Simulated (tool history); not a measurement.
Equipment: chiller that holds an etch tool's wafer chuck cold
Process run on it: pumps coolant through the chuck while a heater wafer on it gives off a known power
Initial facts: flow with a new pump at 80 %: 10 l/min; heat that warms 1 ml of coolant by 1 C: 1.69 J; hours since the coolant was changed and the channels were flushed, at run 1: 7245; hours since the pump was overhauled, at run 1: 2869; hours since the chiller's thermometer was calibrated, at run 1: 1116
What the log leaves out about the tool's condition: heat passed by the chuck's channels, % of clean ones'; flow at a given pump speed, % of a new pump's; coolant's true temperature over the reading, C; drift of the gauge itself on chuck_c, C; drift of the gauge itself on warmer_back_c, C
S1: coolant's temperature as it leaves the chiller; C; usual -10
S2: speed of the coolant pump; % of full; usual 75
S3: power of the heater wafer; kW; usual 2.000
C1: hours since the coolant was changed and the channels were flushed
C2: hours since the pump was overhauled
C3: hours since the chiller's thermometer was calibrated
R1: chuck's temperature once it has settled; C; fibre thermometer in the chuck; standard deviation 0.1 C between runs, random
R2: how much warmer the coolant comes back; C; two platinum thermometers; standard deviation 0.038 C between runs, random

Run 1, hour 0.0: usual settings; C1 7245; C2 2869; C3 1116. Result: R1 9.5 C, R2 7.64 C.
Run 2, hour 57.1: usual settings but S2 62 % of full; C1 7302; C2 2926; C3 1173. Result: R1 12.1 C, R2 9.40 C.
Run 3, hour 115.0: usual settings but S1 -3 C, S2 62 % of full; C1 7360; C2 2984; C3 1231. Result: R1 19.3 C, R2 9.39 C.
Run 4, hour 171.2: usual settings but S2 66 % of full; C1 7416; C2 3040; C3 1287. Result: R1 11.2 C, R2 8.80 C.
Run 5, hour 246.8: usual settings; C1 7492; C2 3116; C3 1362. Result: R1 9.3 C, R2 7.58 C.
Run 6, hour 296.0: usual settings; C1 7541; C2 3165; C3 1412. Result: R1 9.6 C, R2 7.65 C.
Run 7, hour 355.8: usual settings; C1 7601; C2 3225; C3 1471. Result: R1 9.3 C, R2 7.55 C.
Run 8, hour 433.7: usual settings; C1 7679; C2 3303; C3 1549. Result: R1 9.6 C, R2 7.56 C.
Run 9, hour 522.6: usual settings; C1 7768; C2 3392; C3 1638. Result: R1 9.3 C, R2 7.57 C.
Run 10, hour 589.3: usual settings; C1 7834; C2 3459; C3 1705. Result: R1 9.4 C, R2 7.59 C.
Run 11, hour 660.8: usual settings; C1 7906; C2 3530; C3 1776. Result: R1 9.3 C, R2 7.57 C.
Run 12, hour 736.3: usual settings; C1 7981; C2 3606; C3 1852. Result: R1 9.3 C, R2 7.55 C.
At hour 789.2: coolant changed, channels flushed.
Run 13, hour 838.8: usual settings; C1 50; C2 3702; C3 1948. Result: R1 9.5 C, R2 7.52 C.
Run 14, hour 887.0: usual settings but S3 1.517 kW; C1 98; C2 3750; C3 1997. Result: R1 4.8 C, R2 5.66 C.
Run 15, hour 970.8: usual settings but S3 1.517 kW; C1 182; C2 3834; C3 2080. Result: R1 4.7 C, R2 5.64 C.
Run 16, hour 1067.6: usual settings but S3 1.517 kW; C1 278; C2 3931; C3 2177. Result: R1 4.8 C, R2 5.69 C.
Run 17, hour 1130.5: usual settings but S1 -13 C, S3 2.094 kW; C1 341; C2 3994; C3 2240. Result: R1 7.2 C, R2 7.85 C.
Run 18, hour 1188.0: usual settings but S1 -7 C, S2 85 % of full, S3 2.094 kW; C1 399; C2 4051; C3 2298. Result: R1 11.7 C, R2 6.83 C.
Run 19, hour 1231.4: usual settings but S1 -7 C, S2 85 % of full, S3 2.094 kW; C1 442; C2 4095; C3 2341. Result: R1 11.5 C, R2 6.84 C.
Run 20, hour 1295.6: usual settings but S1 -15 C, S2 80 % of full; C1 506; C2 4159; C3 2405. Result: R1 3.5 C, R2 6.98 C.
Run 21, hour 1368.8: usual settings but S1 -15 C, S2 80 % of full; C1 580; C2 4232; C3 2478. Result: R1 3.6 C, R2 6.92 C.
Run 22, hour 1426.3: usual settings but S1 -15 C, S2 98 % of full, S3 1.952 kW; C1 637; C2 4290; C3 2536. Result: R1 0.8 C, R2 5.39 C.
Run 23, hour 1524.9: usual settings but S1 -4 C, S2 98 % of full, S3 1.952 kW; C1 736; C2 4388; C3 2635. Result: R1 11.7 C, R2 5.38 C.
Run 24, hour 1576.1: usual settings but S1 -4 C, S2 98 % of full, S3 1.952 kW; C1 787; C2 4439; C3 2686. Result: R1 11.7 C, R2 5.32 C.
Run 25, hour 1638.1: usual settings but S2 84 % of full, S3 2.878 kW; C1 849; C2 4501; C3 2748. Result: R1 15.9 C, R2 9.47 C.
Run 26, hour 1716.2: usual settings but S2 84 % of full, S3 2.878 kW; C1 927; C2 4579; C3 2826. Result: R1 15.8 C, R2 9.39 C.
Run 27, hour 1788.3: usual settings but S2 84 % of full, S3 2.878 kW; C1 999; C2 4652; C3 2898. Result: R1 15.7 C, R2 9.52 C.
Run 28, hour 1832.4: usual settings but S1 -18 C, S2 69 % of full, S3 1.009 kW; C1 1043; C2 4696; C3 2942. Result: R1 -7.6 C, R2 4.03 C.
Run 29, hour 1893.9: usual settings but S1 -12 C, S2 69 % of full, S3 1.009 kW; C1 1105; C2 4757; C3 3004. Result: R1 -1.6 C, R2 4.03 C.
At hour 1907.9: gauge calibrated.
Run 30, hour 1991.1: usual settings but S3 1.140 kW; C1 1202; C2 4854; C3 3101. Result: R1 1.0 C, R2 4.35 C.
Run 31, hour 2055.1: usual settings but S1 -8 C, S2 63 % of full; C1 1266; C2 4918; C3 3165. Result: R1 14.0 C, R2 9.30 C.

Predict each of these 3 candidate next runs independently; none follows another, all start after run 31:
Run A, hour 2117.4: usual settings but S1 -15 C, S2 62 % of full, S3 2.135 kW; C1 1328; C2 4981; C3 3227. Result: R1 ?, R2 ?.
Run B, hour 2117.4: usual settings but S2 70 % of full; C1 1328; C2 4981; C3 3227. Result: R1 ?, R2 ?.
Run C, hour 2117.4: usual settings but S1 -20 C, S2 88 % of full, S3 1.596 kW; C1 1328; C2 4981; C3 3227. Result: R1 ?, R2 ?.

run    R1     R2
  A   8.7  10.07
  B  10.5   8.23
  C  -6.2   5.07
Without the tool's unlogged condition, the same runs would have read:
run    R1     R2
  A   8.6  10.08
  B  10.5   8.24
  C  -6.2   5.09

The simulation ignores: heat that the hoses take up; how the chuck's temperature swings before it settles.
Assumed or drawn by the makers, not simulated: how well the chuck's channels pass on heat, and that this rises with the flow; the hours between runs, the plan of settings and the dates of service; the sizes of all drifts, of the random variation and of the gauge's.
